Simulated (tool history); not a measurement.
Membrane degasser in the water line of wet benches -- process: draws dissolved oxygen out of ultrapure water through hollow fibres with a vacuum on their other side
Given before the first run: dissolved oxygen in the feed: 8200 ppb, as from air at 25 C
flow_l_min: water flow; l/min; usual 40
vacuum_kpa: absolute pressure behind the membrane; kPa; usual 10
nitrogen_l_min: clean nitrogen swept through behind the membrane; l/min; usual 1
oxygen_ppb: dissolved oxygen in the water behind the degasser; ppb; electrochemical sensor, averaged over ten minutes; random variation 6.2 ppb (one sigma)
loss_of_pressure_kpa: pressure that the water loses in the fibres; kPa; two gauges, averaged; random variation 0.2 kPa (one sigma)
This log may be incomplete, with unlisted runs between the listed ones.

run 1 hour=0 | flow_l_min=40 vacuum_kpa=10 nitrogen_l_min=1 | oxygen_ppb=622.6 loss_of_pressure_kpa=42.46
run 2 hour=171.2 | flow_l_min=40 vacuum_kpa=10 nitrogen_l_min=1 | oxygen_ppb=613.2 loss_of_pressure_kpa=42.67
run 3 hour=488.1 | flow_l_min=40 vacuum_kpa=10 nitrogen_l_min=1 | oxygen_ppb=618.6 loss_of_pressure_kpa=43.07
run 4 hour=740.2 | flow_l_min=40 vacuum_kpa=10 nitrogen_l_min=1 | oxygen_ppb=630 loss_of_pressure_kpa=42.39
run 5 hour=1027.9 | flow_l_min=40 vacuum_kpa=23.9 nitrogen_l_min=1 | oxygen_ppb=1488.1 loss_of_pressure_kpa=42.7
run 6 hour=1203 | flow_l_min=53 vacuum_kpa=10 nitrogen_l_min=1 | oxygen_ppb=904.4 loss_of_pressure_kpa=57.72
-- hour=1311.7 seals of the vacuum lines changed
run 7 hour=1367.9 | flow_l_min=40 vacuum_kpa=10 nitrogen_l_min=1 | oxygen_ppb=634 loss_of_pressure_kpa=43.26
run 8 hour=1512.3 | flow_l_min=40 vacuum_kpa=10 nitrogen_l_min=0.76 | oxygen_ppb=732.1 loss_of_pressure_kpa=42.98
run 9 hour=1707.2 | flow_l_min=40 vacuum_kpa=8.6 nitrogen_l_min=1 | oxygen_ppb=529.1 loss_of_pressure_kpa=43.68
run 10 hour=1879.2 | flow_l_min=40 vacuum_kpa=8.6 nitrogen_l_min=2.56 | oxygen_ppb=299.3 loss_of_pressure_kpa=43.91
run 11 hour=2133.8 | flow_l_min=40 vacuum_kpa=8.6 nitrogen_l_min=0.43 | oxygen_ppb=863.8 loss_of_pressure_kpa=43.22
run 12 hour=2428.3 | flow_l_min=58 vacuum_kpa=19.4 nitrogen_l_min=1.09 | oxygen_ppb=1656.3 loss_of_pressure_kpa=63.01
run 13 hour=2703.2 | flow_l_min=58 vacuum_kpa=19.4 nitrogen_l_min=1.09 | oxygen_ppb=1684.3 loss_of_pressure_kpa=62.9
run 14 hour=3026.4 | flow_l_min=40 vacuum_kpa=7.7 nitrogen_l_min=0.68 | oxygen_ppb=558.3 loss_of_pressure_kpa=43.43
run 15 hour=3354.5 | flow_l_min=47 vacuum_kpa=12.2 nitrogen_l_min=0.68 | oxygen_ppb=1172.8 loss_of_pressure_kpa=50.9
run 16 hour=3585 | flow_l_min=40 vacuum_kpa=7.5 nitrogen_l_min=0.81 | oxygen_ppb=502.7 loss_of_pressure_kpa=43.36
run 17 hour=3823.4 | flow_l_min=28 vacuum_kpa=12.5 nitrogen_l_min=2.87 | oxygen_ppb=231.1 loss_of_pressure_kpa=30.66
run 18 hour=4002.9 | flow_l_min=31 vacuum_kpa=12.5 nitrogen_l_min=2.87 | oxygen_ppb=270.7 loss_of_pressure_kpa=33.71
run 19 hour=4216.6 | flow_l_min=31 vacuum_kpa=12.5 nitrogen_l_min=2.87 | oxygen_ppb=271.9 loss_of_pressure_kpa=33.73
run 20 hour=4402.7 | flow_l_min=53 vacuum_kpa=10 nitrogen_l_min=0.64 | oxygen_ppb=1102.2 loss_of_pressure_kpa=58.11
run 21 hour=4570.2 | flow_l_min=53 vacuum_kpa=10 nitrogen_l_min=0.64 | oxygen_ppb=1128.9 loss_of_pressure_kpa=58.15

Below, some changes in loss_of_pressure_kpa between adjacent runs. For each, the amount present without the hidden state too (settings, incoming material, random variation) and the amount remaining for the hidden state with gauge scatter not shared by both compared results:
Unlogged tool condition in this case: membrane still open, %; true pressure behind the membrane over the reading, kPa; air that leaks in behind the membrane, l/min; drift of the gauge itself on oxygen_ppb, %; drift of the gauge itself on loss_of_pressure_kpa, %.
Run 11 -> 12: flow_l_min 40 -> 58, vacuum_kpa 8.6 -> 19.4, nitrogen_l_min 0.43 -> 1.09. loss_of_pressure_kpa +19.79 kPa: hidden state +0.36, all else +19.43.
Run 19 -> 20: flow_l_min 31 -> 53, vacuum_kpa 12.5 -> 10, nitrogen_l_min 2.87 -> 0.64. loss_of_pressure_kpa +24.38 kPa: hidden state +0.64, all else +23.74.
